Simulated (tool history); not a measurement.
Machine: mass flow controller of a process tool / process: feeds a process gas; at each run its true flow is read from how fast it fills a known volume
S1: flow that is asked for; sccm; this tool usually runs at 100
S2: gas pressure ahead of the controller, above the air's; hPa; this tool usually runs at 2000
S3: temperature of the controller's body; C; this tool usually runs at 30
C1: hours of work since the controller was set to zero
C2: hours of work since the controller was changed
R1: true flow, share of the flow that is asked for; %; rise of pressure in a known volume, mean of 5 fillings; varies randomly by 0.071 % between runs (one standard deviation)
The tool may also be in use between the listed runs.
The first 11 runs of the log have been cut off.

run    hour   S1    S2  S3    C1    C2      R1
 12   658.4  100  2070  30   406   406   99.92
 13   720.5  100  2000  30   437   437  100.14
 14   812.6  100  2650  30   485   485   99.92
 15   884.9  100  2650  30   522   522   99.93
 16   957.7  100  2000  26   560   560   99.89
 17  1001.9  100  2200  30   583   583  100.22
 18  1044.1  100  2200  30   604   604  100.04
 19  1106.3  100  1820  30   636   636  100.27
 20  1147.3  100  1820  30   658   658  100.32
 21  1193.8  100  1820  30   682   682  100.26
 22  1235.6  100  1820  30   703   703  100.18
 23  1279.3  100  1820  30   726   726  100.44
 24  1339.8  100  1820  30   757   757  100.31
 25  1392.2  100  1640  21   784   784   99.86
 26  1473.8   22  2000  27   826   826   99.37
 27  1565.6  137  1620  21   873   873   99.92
 28  1658.5   46  1430  30   921   921  100.28
 29  1714.0   69  1870  30   950   950  100.44
 30  1763.2   69  1870  30   975   975  100.29
 31  1833.3   49  1450  25  1011  1011  100.04
 32  1885.2   24  1990  36  1038  1038  100.00
 33  1945.4  100  1820  30  1069  1069  100.60
 34  1986.5  100  2340  30  1090  1090  100.34
 35  2081.8   61  2040  29  1139  1139  100.28

Run 36 is up next; what results do you expect?
 36  2128.5  150  2000  22  1164  1164   ?

R1: 100.37 %
Take away the tool's hidden state, keep the run-to-run variation as it was, and the same run would have given R1 99.83 %.
